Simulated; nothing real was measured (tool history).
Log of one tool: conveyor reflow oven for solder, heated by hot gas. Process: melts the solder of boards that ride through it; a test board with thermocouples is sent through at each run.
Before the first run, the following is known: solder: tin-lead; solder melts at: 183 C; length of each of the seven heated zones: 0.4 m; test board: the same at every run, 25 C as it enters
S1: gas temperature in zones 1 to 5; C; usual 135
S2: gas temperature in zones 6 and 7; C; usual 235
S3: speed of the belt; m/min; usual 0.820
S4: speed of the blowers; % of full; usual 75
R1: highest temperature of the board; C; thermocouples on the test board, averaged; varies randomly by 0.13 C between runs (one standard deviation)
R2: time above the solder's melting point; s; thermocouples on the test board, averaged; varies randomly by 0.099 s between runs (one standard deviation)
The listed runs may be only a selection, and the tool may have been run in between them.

run	hour	S1	S2	S3	S4	R1	R2
1	0.0	135	235	0.820	75	213.7	40.51
2	41.6	135	235	0.820	75	213.6	40.43
3	74.9	135	235	0.820	75	213.5	40.06
4	137.8	148	235	0.820	75	215.7	45.87
5	167.0	135	235	0.802	75	213.7	41.72
6	195.7	135	235	0.802	75	213.8	41.48
7	228.5	135	235	0.820	75	212.9	39.76
8	276.5	135	235	0.820	75	212.6	39.74
# hour 311.3: flux residue cleaned out of gas plates and filters
9	336.9	135	235	0.820	85	216.0	42.50
# hour 387.2: belt drive overhauled, speed set with a stopwatch
10	387.2	135	235	0.834	75	212.6	38.37
11	447.8	135	235	0.834	75	212.0	38.33
12	478.0	135	235	0.834	75	211.9	38.15
13	530.3	135	235	0.878	75	209.7	34.37
14	573.2	135	235	0.878	75	209.8	34.30
15	601.0	135	235	0.878	75	209.5	34.15
# hour 633.3: flux residue cleaned out of gas plates and filters
16	668.8	135	235	0.820	75	213.0	39.70
17	701.2	135	235	0.820	75	212.8	39.70
18	752.4	135	239	0.731	75	219.8	50.02
19	804.6	126	239	0.731	84	220.5	48.08
20	841.8	126	235	0.731	87	217.5	46.46
21	879.0	123	235	0.820	75	209.7	34.52
22	916.6	122	236	0.820	52	200.9	25.32
# hour 948.9: flux residue cleaned out of gas plates and filters
23	971.1	122	236	0.820	52	202.1	26.44
24	1022.2	140	235	0.816	65	210.9	39.65
25	1067.0	140	235	0.816	65	210.7	39.45
26	1094.0	142	249	0.878	87	226.0	46.04
27	1139.1	131	242	0.807	83	220.0	44.02
28	1196.6	135	235	0.959	52	196.5	18.70
29	1236.5	135	225	0.780	52	198.4	26.60
# hour 1264.9: flux residue cleaned out of gas plates and filters
30	1292.7	144	248	0.820	75	225.3	49.70

For run 31, what comes out?
31	1323.0	135	227	0.764	75	?	?

{"run 31": {"R1": 208.4, "R2": 40.03}}
Take away the tool's hidden state, keep the run-to-run variation as it was, and the same run would have given R1 209.9 C, R2 40.88 s.

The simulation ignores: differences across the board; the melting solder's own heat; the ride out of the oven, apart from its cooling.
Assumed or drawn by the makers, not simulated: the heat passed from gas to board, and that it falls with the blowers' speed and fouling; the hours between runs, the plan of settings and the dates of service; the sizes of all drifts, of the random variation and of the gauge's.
